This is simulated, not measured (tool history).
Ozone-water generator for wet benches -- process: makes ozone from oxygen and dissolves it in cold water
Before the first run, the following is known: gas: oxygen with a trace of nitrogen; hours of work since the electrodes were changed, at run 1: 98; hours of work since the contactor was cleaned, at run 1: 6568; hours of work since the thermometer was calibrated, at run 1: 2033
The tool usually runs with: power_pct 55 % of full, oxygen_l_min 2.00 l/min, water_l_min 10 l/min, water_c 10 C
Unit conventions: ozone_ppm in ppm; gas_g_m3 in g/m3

run    hour  power_pct  oxygen_l_min  water_l_min  water_c  hours of work since the electrodes were changed  hours of work since the contactor was cleaned  hours of work since the thermometer was calibrated  ozone_ppm  gas_g_m3
  1     0.0         55          2.00           10       10                                               98                                           6568                                                2033       17.6     161.5
  2    81.0         55          2.00           15       10                                              166                                           6635                                                2100       11.9     158.5
  3   159.9         55          2.00           15       10                                              231                                           6701                                                2166       11.8     161.2
  4   211.2         55          2.00           15       10                                              274                                           6744                                                2209       11.8     160.6
  5   273.0         55          2.00           15       10                                              325                                           6795                                                2260       11.7     157.8
  6   356.7         55          2.00           15       10                                              395                                           6864                                                2330       11.5     159.6
  7   453.8         55          2.00           15       10                                              476                                           6945                                                2410       11.7     160.7
  8   498.6         55          2.00           15       10                                              513                                           6982                                                2448       11.7     161.9
      519.3  -- contactor cleaned
  9   572.0         55          2.00           11       10                                              571                                             44                                                2505       16.6     159.9
 10   615.4         55          2.00           10        5                                              607                                             80                                                2541       19.1     161.2
 11   669.7         55          2.00           10        5                                              652                                            125                                                2587       19.0     159.2
 12   763.8         55          2.00           10        5                                              730                                            203                                                2665       18.8     158.5
 13   848.0         91          2.00           10        5                                              800                                            273                                                2735       28.7     240.4
 14   909.7         91          2.00           10        5                                              851                                            325                                                2786       28.5     241.5
 15  1000.2         55          3.24           10       10                                              927                                            400                                                2861       18.3     117.8
 16  1074.8         55          2.00           10       10                                              989                                            462                                                2923       17.9     158.6
 17  1141.9         57          1.67           10       10                                             1044                                            518                                                2979       18.3     183.0
 18  1216.4         84          2.00           10       11                                             1106                                            580                                                3041       24.9     225.9
 19  1286.9         84          2.00           14        9                                             1165                                            638                                                3100       18.2     224.7
 20  1328.1         84          2.00           14        9                                             1199                                            672                                                3134       18.1     222.0
 21  1411.2         84          2.00           13       14                                             1268                                            741                                                3203       19.2     225.0
 22  1499.2         84          2.00           13       14                                             1341                                            815                                                3276       18.7     224.9
 23  1570.5         55          1.14           10       10                                             1401                                            874                                                3335       16.8     223.6
 24  1643.2         55          2.49           10       10                                             1461                                            934                                                3396       18.1     138.9
 25  1735.0         90          2.49           10       11                                             1537                                           1011                                                3472       26.5     205.7
 26  1794.3         90          2.49           10       11                                             1587                                           1060                                                3521       26.2     204.3
 27  1870.2         90          2.49           10       11                                             1650                                           1123                                                3585       26.3     206.8
 28  1955.0         47          1.82           11       13                                             1720                                           1194                                                3655       13.9     147.3
 29  1996.1         51          2.00           10       10                                             1754                                           1228                                                3689       16.9     149.8
 30  2073.2         51          2.00           10       10                                             1819                                           1292                                                3753       16.5     148.7
 31  2147.1         51          1.00           10        5                                             1880                                           1353                                                3815       15.8     228.6
 32  2220.2         51          1.00           10        5                                             1941                                           1414                                                3876       16.0     228.5

Below are 5 alternative next runs, each starting from the tool's condition after run 32. Predict each:
  A  2306.8         55          1.11           13        8                                             2013                                           1486                                                3947          ?         ?
  B  2306.8         46          1.67           10        7                                             2013                                           1486                                                3947          ?         ?
  C  2306.8         48          1.00           10        5                                             2013                                           1486                                                3947          ?         ?
  D  2306.8         87          1.48           10       10                                             2013                                           1486                                                3947          ?         ?
  E  2306.8         51          1.00           10        9                                             2013                                           1486                                                3947          ?         ?

run  ozone_ppm  gas_g_m3
  A       12.4     225.9
  B       15.6     152.6
  C       14.7     217.3
  D       24.9     274.1
  E       15.2     229.0
With the hidden condition removed and each run's random variation left untouched, the same runs would have given:
run  ozone_ppm  gas_g_m3
  A       12.7     228.6
  B       15.9     154.1
  C       15.1     219.5
  D       25.6     278.8
  E       15.6     231.5
